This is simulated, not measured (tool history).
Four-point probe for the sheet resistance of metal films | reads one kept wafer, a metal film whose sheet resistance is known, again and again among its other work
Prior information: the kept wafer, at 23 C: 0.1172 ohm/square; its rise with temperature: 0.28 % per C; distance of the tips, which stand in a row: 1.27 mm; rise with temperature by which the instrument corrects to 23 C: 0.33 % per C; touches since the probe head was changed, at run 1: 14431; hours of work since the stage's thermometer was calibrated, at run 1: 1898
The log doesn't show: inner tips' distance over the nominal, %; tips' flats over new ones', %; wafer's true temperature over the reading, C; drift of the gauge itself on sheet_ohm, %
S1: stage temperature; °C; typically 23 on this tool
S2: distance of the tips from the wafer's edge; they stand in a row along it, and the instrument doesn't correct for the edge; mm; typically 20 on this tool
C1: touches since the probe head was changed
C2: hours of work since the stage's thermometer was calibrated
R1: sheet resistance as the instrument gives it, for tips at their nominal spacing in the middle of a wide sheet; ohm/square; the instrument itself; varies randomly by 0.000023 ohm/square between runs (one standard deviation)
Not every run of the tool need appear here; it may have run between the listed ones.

run	hour	S1	S2	C1	C2	R1
1	0.0	23	20	14431	1898	0.116985
2	25.3	28	20	15360	1916	0.116681
3	45.1	28	20	16086	1930	0.116713
4	68.4	23	20	16943	1947	0.116965
5	87.8	23	20	17655	1961	0.116965
6	102.1	23	20	18179	1971	0.116998
7	113.2	23	20	18588	1979	0.116950
8	132.6	23	20	19299	1993	0.116967
9	144.8	23	20	19749	2002	0.116997
10	168.7	23	20	20626	2019	0.116964
11	188.2	23	20	21343	2032	0.116950
12	213.8	23	6	22283	2051	0.119502
13	227.4	34	20	22782	2060	0.116373
# hour 229.3: stage's thermometer calibrated
14	242.7	34	20	23326	10	0.116315
15	254.4	28	20	23756	18	0.116598
16	275.3	21	20	24524	33	0.117050
17	290.6	23	20	25083	44	0.116984
18	302.8	23	8	25534	52	0.118222
# hour 309.5: stage's thermometer calibrated, once more
19	329.2	29	5	26484	14	0.120546
20	346.3	29	5	27111	26	0.120548
21	359.5	29	5	27598	36	0.120530
22	386.5	21	22	28588	55	0.117319
23	406.9	31	44	29339	69	0.116543
24	432.3	24	3	30271	88	0.127145
25	447.7	24	21	30836	98	0.117141
26	469.6	25	34	31641	114	0.116947
27	494.0	29	4	32536	131	0.122567
28	520.4	23	58	33503	150	0.117025
29	539.0	23	58	34188	164	0.116988
30	565.2	28	20	35150	182	0.116937
31	589.9	28	20	36058	200	0.116899
32	607.8	24	25	36715	213	0.117078
33	621.9	24	25	37233	223	0.117064
34	648.1	33	4	38196	241	0.122346

For each entry between runs, how does the tool's hidden state at the last listed run before it compare with that at the first listed run after it?
Logged between run 13 and run 14: stage's thermometer calibrated (hour 229.3)
  inner tips' distance over the nominal, %: -0.219 -> -0.218; wafer's true temperature over the reading, C: -0.61 -> -0.74
  the result without the hidden state subtracted from the measured one, R1: -0.000468 -> -0.000507 ohm/square
Logged between run 18 and run 19: stage's thermometer calibrated, once more (hour 309.5)
  inner tips' distance over the nominal, %: -0.214 -> -0.212; tips' flats over new ones', %: 11 -> 12; wafer's true temperature over the reading, C: -0.75 -> 0.08
  the result without the hidden state subtracted from the measured one, R1: -0.000521 -> -0.000251 ohm/square
